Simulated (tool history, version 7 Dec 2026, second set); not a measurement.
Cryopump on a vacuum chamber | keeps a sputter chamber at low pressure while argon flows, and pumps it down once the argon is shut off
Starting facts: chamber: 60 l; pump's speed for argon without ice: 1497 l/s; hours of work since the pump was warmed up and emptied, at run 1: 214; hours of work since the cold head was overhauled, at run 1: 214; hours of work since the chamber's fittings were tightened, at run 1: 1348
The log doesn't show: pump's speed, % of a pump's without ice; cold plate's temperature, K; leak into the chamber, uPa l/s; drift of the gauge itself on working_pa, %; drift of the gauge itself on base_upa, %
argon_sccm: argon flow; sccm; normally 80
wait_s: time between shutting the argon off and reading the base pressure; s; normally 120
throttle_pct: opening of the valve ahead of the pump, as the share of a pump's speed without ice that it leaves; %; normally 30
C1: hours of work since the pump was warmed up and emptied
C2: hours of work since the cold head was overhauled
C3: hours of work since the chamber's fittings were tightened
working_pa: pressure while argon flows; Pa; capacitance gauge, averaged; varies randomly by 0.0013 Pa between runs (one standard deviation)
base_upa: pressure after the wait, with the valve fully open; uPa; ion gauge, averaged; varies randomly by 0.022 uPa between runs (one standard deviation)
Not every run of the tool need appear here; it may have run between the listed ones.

{"run": 1, "hour": 0.0, "argon_sccm": 80, "wait_s": 120, "throttle_pct": 30, "C1": 214, "C2": 214, "C3": 1348, "working_pa": 0.3073, "base_upa": 1.3}
{"run": 2, "hour": 15.6, "argon_sccm": 80, "wait_s": 120, "throttle_pct": 30, "C1": 225, "C2": 225, "C3": 1360, "working_pa": 0.3068, "base_upa": 1.28}
{"run": 3, "hour": 23.6, "argon_sccm": 80, "wait_s": 120, "throttle_pct": 30, "C1": 231, "C2": 231, "C3": 1365, "working_pa": 0.3046, "base_upa": 1.3}
{"run": 4, "hour": 35.9, "argon_sccm": 80, "wait_s": 120, "throttle_pct": 30, "C1": 240, "C2": 240, "C3": 1374, "working_pa": 0.3074, "base_upa": 1.24}
{"hour": 43.4, "done": "leaking fittings of the chamber tightened, without venting"}
{"run": 5, "hour": 53.4, "argon_sccm": 80, "wait_s": 120, "throttle_pct": 30, "C1": 251, "C2": 251, "C3": 7, "working_pa": 0.3086, "base_upa": 0.74}
{"run": 6, "hour": 66.4, "argon_sccm": 80, "wait_s": 120, "throttle_pct": 40, "C1": 260, "C2": 260, "C3": 16, "working_pa": 0.2312, "base_upa": 0.72}
{"run": 7, "hour": 74.5, "argon_sccm": 80, "wait_s": 120, "throttle_pct": 40, "C1": 266, "C2": 266, "C3": 22, "working_pa": 0.2335, "base_upa": 0.75}
{"run": 8, "hour": 82.7, "argon_sccm": 80, "wait_s": 120, "throttle_pct": 40, "C1": 272, "C2": 272, "C3": 28, "working_pa": 0.2337, "base_upa": 0.71}
{"run": 9, "hour": 100.0, "argon_sccm": 80, "wait_s": 45, "throttle_pct": 40, "C1": 284, "C2": 284, "C3": 40, "working_pa": 0.2307, "base_upa": 1.52}
{"run": 10, "hour": 108.4, "argon_sccm": 80, "wait_s": 45, "throttle_pct": 40, "C1": 290, "C2": 290, "C3": 46, "working_pa": 0.2316, "base_upa": 1.46}
{"run": 11, "hour": 125.6, "argon_sccm": 80, "wait_s": 120, "throttle_pct": 30, "C1": 302, "C2": 302, "C3": 59, "working_pa": 0.3087, "base_upa": 0.74}
{"run": 12, "hour": 134.1, "argon_sccm": 80, "wait_s": 120, "throttle_pct": 30, "C1": 308, "C2": 308, "C3": 65, "working_pa": 0.3083, "base_upa": 0.77}
{"run": 13, "hour": 148.2, "argon_sccm": 80, "wait_s": 20, "throttle_pct": 30, "C1": 318, "C2": 318, "C3": 75, "working_pa": 0.3112, "base_upa": 2.97}
{"run": 14, "hour": 159.5, "argon_sccm": 80, "wait_s": 40, "throttle_pct": 30, "C1": 327, "C2": 327, "C3": 83, "working_pa": 0.3105, "base_upa": 1.68}
{"run": 15, "hour": 172.2, "argon_sccm": 107, "wait_s": 24, "throttle_pct": 16, "C1": 336, "C2": 336, "C3": 92, "working_pa": 0.7721, "base_upa": 2.58}
{"run": 16, "hour": 187.9, "argon_sccm": 42, "wait_s": 122, "throttle_pct": 30, "C1": 347, "C2": 347, "C3": 103, "working_pa": 0.163, "base_upa": 0.78}
{"run": 17, "hour": 205.8, "argon_sccm": 83, "wait_s": 200, "throttle_pct": 38, "C1": 360, "C2": 360, "C3": 116, "working_pa": 0.2574, "base_upa": 0.63}
{"run": 18, "hour": 214.6, "argon_sccm": 83, "wait_s": 47, "throttle_pct": 25, "C1": 366, "C2": 366, "C3": 122, "working_pa": 0.3839, "base_upa": 1.49}
{"run": 19, "hour": 222.1, "argon_sccm": 83, "wait_s": 47, "throttle_pct": 25, "C1": 371, "C2": 371, "C3": 128, "working_pa": 0.3853, "base_upa": 1.5}
{"run": 20, "hour": 238.1, "argon_sccm": 81, "wait_s": 47, "throttle_pct": 25, "C1": 383, "C2": 383, "C3": 139, "working_pa": 0.3761, "base_upa": 1.47}
{"run": 21, "hour": 246.5, "argon_sccm": 141, "wait_s": 58, "throttle_pct": 17, "C1": 389, "C2": 389, "C3": 145, "working_pa": 0.956, "base_upa": 1.31}
{"run": 22, "hour": 260.1, "argon_sccm": 148, "wait_s": 128, "throttle_pct": 39, "C1": 398, "C2": 398, "C3": 155, "working_pa": 0.4434, "base_upa": 0.78}
{"run": 23, "hour": 273.6, "argon_sccm": 134, "wait_s": 128, "throttle_pct": 18, "C1": 408, "C2": 408, "C3": 165, "working_pa": 0.8617, "base_upa": 0.77}
{"run": 24, "hour": 282.8, "argon_sccm": 134, "wait_s": 128, "throttle_pct": 18, "C1": 415, "C2": 415, "C3": 171, "working_pa": 0.8599, "base_upa": 0.76}
{"run": 25, "hour": 291.1, "argon_sccm": 134, "wait_s": 128, "throttle_pct": 18, "C1": 421, "C2": 421, "C3": 177, "working_pa": 0.8631, "base_upa": 0.83}

Consider 5 possible next runs. They are alternatives, not a sequence: every one starts from the tool as it was left by run 25. What does each give?
{"run": "A", "hour": 301.2, "argon_sccm": 126, "wait_s": 90, "throttle_pct": 34, "C1": 428, "C2": 428, "C3": 184, "working_pa": "?", "base_upa": "?"}
{"run": "B", "hour": 301.2, "argon_sccm": 35, "wait_s": 120, "throttle_pct": 48, "C1": 428, "C2": 428, "C3": 184, "working_pa": "?", "base_upa": "?"}
{"run": "C", "hour": 301.2, "argon_sccm": 134, "wait_s": 288, "throttle_pct": 18, "C1": 428, "C2": 428, "C3": 184, "working_pa": "?", "base_upa": "?"}
{"run": "D", "hour": 301.2, "argon_sccm": 134, "wait_s": 200, "throttle_pct": 18, "C1": 428, "C2": 428, "C3": 184, "working_pa": "?", "base_upa": "?"}
{"run": "E", "hour": 301.2, "argon_sccm": 127, "wait_s": 26, "throttle_pct": 46, "C1": 428, "C2": 428, "C3": 184, "working_pa": "?", "base_upa": "?"}

run=A working_pa=0.4361 base_upa=0.96
run=B working_pa=0.0874 base_upa=0.81
run=C working_pa=0.8600 base_upa=0.54
run=D working_pa=0.8583 base_upa=0.62
run=E working_pa=0.3304 base_upa=2.40
With no hidden state in the tool, these same runs would have given:
run=A working_pa=0.4182 base_upa=0.79
run=B working_pa=0.0824 base_upa=0.65
run=C working_pa=0.8410 base_upa=0.37
run=D working_pa=0.8393 base_upa=0.45
run=E working_pa=0.3123 base_upa=2.23
